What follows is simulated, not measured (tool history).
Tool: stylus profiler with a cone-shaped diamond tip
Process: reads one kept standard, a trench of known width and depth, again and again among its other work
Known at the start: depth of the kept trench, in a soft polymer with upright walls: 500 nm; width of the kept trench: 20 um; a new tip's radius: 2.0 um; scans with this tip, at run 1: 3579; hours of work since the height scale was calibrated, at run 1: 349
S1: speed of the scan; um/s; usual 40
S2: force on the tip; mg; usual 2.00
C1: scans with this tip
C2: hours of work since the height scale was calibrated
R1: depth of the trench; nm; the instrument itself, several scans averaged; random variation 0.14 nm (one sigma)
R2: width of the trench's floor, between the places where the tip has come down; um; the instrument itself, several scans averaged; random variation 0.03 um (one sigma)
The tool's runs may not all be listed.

| run | hour | S1 | S2 | C1 | C2 | R1 | R2 |
|---|---|---|---|---|---|---|---|
| 1 | 0.0 | 40 | 2.00 | 3579 | 349 | 507.18 | 17.02 |
| 2 | 16.7 | 40 | 2.00 | 3701 | 361 | 507.12 | 16.94 |
| 3 | 29.8 | 40 | 2.00 | 3796 | 370 | 506.88 | 16.95 |
| 4 | 48.0 | 40 | 2.00 | 3928 | 383 | 507.05 | 16.91 |
| 5 | 57.4 | 40 | 2.00 | 3996 | 389 | 506.97 | 16.97 |
| 6 | 71.9 | 40 | 1.61 | 4101 | 400 | 506.31 | 16.93 |
| 7 | 85.8 | 40 | 2.00 | 4202 | 409 | 507.09 | 16.98 |
| 8 | 100.2 | 40 | 2.00 | 4307 | 420 | 507.17 | 16.91 |
| 9 | 110.2 | 40 | 2.18 | 4380 | 427 | 507.58 | 16.97 |
| 10 | 128.2 | 40 | 0.80 | 4510 | 439 | 503.70 | 16.79 |
| 11 | 144.3 | 40 | 2.00 | 4627 | 451 | 507.01 | 16.95 |
| 12 | 161.1 | 40 | 2.00 | 4749 | 463 | 507.41 | 16.89 |
| 13 | 179.9 | 40 | 2.00 | 4885 | 476 | 507.20 | 16.94 |
| 14 | 198.6 | 40 | 2.00 | 5021 | 489 | 507.20 | 16.93 |
| 15 | 214.1 | 117 | 2.00 | 5134 | 500 | 507.23 | 16.46 |
| 16 | 233.0 | 33 | 3.26 | 5271 | 514 | 509.82 | 17.00 |
| 17 | 247.7 | 33 | 3.26 | 5378 | 524 | 509.92 | 16.96 |
| 18 | 262.6 | 22 | 2.70 | 5486 | 534 | 508.70 | 17.00 |
|  | 264.7 | height scale calibrated on a step standard |
| 19 | 272.2 | 15 | 1.26 | 5552 | 5 | 505.80 | 17.03 |
| 20 | 289.3 | 61 | 0.81 | 5676 | 17 | 504.56 | 16.55 |
| 21 | 303.9 | 18 | 2.20 | 5782 | 28 | 508.28 | 17.04 |
| 22 | 319.9 | 22 | 3.96 | 5898 | 39 | 511.42 | 17.04 |
| 23 | 339.9 | 40 | 2.00 | 6043 | 53 | 507.46 | 16.84 |
| 24 | 354.0 | 100 | 0.67 | 6146 | 63 | 504.02 | 16.12 |

Run 25 comes next. What will it give?
| 25 | 370.7 | 132 | 0.71 | 6267 | 75 | ? | ? |

Run 25 gave R1 504.34 nm, R2 15.75 um.
Without the tool's hidden state the same run would have given R1 503.33 nm, R2 16.03 um.
